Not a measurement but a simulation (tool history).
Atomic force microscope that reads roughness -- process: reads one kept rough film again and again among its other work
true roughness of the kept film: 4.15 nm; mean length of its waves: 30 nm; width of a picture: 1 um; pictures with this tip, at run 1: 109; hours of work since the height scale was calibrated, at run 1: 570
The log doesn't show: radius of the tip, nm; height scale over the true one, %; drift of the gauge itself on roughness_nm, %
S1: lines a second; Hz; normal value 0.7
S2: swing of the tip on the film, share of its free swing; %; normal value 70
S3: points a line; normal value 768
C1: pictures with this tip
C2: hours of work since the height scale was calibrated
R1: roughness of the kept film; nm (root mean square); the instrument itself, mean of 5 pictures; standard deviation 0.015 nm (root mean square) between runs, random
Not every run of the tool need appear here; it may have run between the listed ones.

run 1 hour=0 | S1=0.7 S2=70 S3=768 | C1=109 C2=570 | R1=3.252
run 2 hour=9.5 | S1=0.7 S2=70 S3=768 | C1=126 C2=577 | R1=3.172
run 3 hour=31.1 | S1=0.7 S2=70 S3=768 | C1=163 C2=593 | R1=3.051
run 4 hour=45.3 | S1=0.7 S2=73 S3=768 | C1=188 C2=604 | R1=2.98
run 5 hour=61.8 | S1=0.7 S2=70 S3=768 | C1=217 C2=617 | R1=2.938
run 6 hour=82.2 | S1=0.7 S2=80 S3=768 | C1=252 C2=632 | R1=2.74
run 7 hour=93.9 | S1=0.7 S2=63 S3=768 | C1=273 C2=641 | R1=2.834
run 8 hour=109.1 | S1=0.7 S2=63 S3=768 | C1=299 C2=653 | R1=2.77
run 9 hour=120.1 | S1=0.7 S2=70 S3=429 | C1=318 C2=661 | R1=2.676
run 10 hour=139 | S1=0.7 S2=70 S3=768 | C1=351 C2=676 | R1=2.643
-- hour=150.6 new tip fitted
run 11 hour=154.1 | S1=0.7 S2=70 S3=620 | C1=6 C2=687 | R1=3.461
run 12 hour=176.3 | S1=0.7 S2=70 S3=620 | C1=44 C2=704 | R1=3.291
run 13 hour=195.3 | S1=0.7 S2=70 S3=479 | C1=77 C2=718 | R1=3.202
run 14 hour=217.3 | S1=0.7 S2=72 S3=768 | C1=116 C2=735 | R1=3.084
run 15 hour=228.4 | S1=0.7 S2=70 S3=768 | C1=135 C2=744 | R1=3.064
run 16 hour=242.3 | S1=0.7 S2=70 S3=768 | C1=159 C2=754 | R1=2.987
run 17 hour=261.4 | S1=0.7 S2=70 S3=768 | C1=192 C2=769 | R1=2.929
run 18 hour=278.1 | S1=0.7 S2=70 S3=768 | C1=221 C2=782 | R1=2.83
run 19 hour=295.2 | S1=0.7 S2=70 S3=768 | C1=251 C2=795 | R1=2.782
run 20 hour=304.3 | S1=1.389 S2=72 S3=441 | C1=267 C2=802 | R1=2.608
run 21 hour=315.2 | S1=0.703 S2=87 S3=831 | C1=286 C2=810 | R1=2.542
run 22 hour=329.4 | S1=0.703 S2=87 S3=831 | C1=311 C2=821 | R1=2.503
run 23 hour=344.5 | S1=0.703 S2=87 S3=831 | C1=337 C2=832 | R1=2.43
-- hour=364.6 new tip fitted
run 24 hour=365 | S1=0.703 S2=87 S3=831 | C1=1 C2=847 | R1=3.286
run 25 hour=382.5 | S1=0.703 S2=87 S3=831 | C1=31 C2=861 | R1=3.216
run 26 hour=402.5 | S1=1.895 S2=62 S3=768 | C1=66 C2=876 | R1=3.168
run 27 hour=417.3 | S1=3.474 S2=79 S3=537 | C1=92 C2=887 | R1=2.483
run 28 hour=438.7 | S1=1.944 S2=70 S3=768 | C1=129 C2=904 | R1=2.867
run 29 hour=451.8 | S1=2.045 S2=70 S3=325 | C1=152 C2=914 | R1=2.776
run 30 hour=465.1 | S1=2.045 S2=70 S3=325 | C1=175 C2=924 | R1=2.727
run 31 hour=477.9 | S1=0.815 S2=70 S3=768 | C1=197 C2=934 | R1=2.88
run 32 hour=493.1 | S1=0.815 S2=70 S3=768 | C1=224 C2=945 | R1=2.837
run 33 hour=514.7 | S1=1.525 S2=70 S3=417 | C1=261 C2=962 | R1=2.619
run 34 hour=526.5 | S1=1.525 S2=70 S3=417 | C1=282 C2=971 | R1=2.578

Predict each of these 3 candidate next runs independently; none follows another, all start after run 34:
run A hour=544.7 | S1=0.625 S2=70 S3=768 | C1=314 C2=985 | R1=?
run B hour=544.7 | S1=2.056 S2=70 S3=417 | C1=314 C2=985 | R1=?
run C hour=544.7 | S1=1.506 S2=68 S3=325 | C1=314 C2=985 | R1=?

run=A R1=2.658
run=B R1=2.458
run=C R1=2.526
Take away the tool's hidden state, keep each run's random variation, and the runs would have read:
run=A R1=3.539
run=B R1=3.27
run=C R1=3.363

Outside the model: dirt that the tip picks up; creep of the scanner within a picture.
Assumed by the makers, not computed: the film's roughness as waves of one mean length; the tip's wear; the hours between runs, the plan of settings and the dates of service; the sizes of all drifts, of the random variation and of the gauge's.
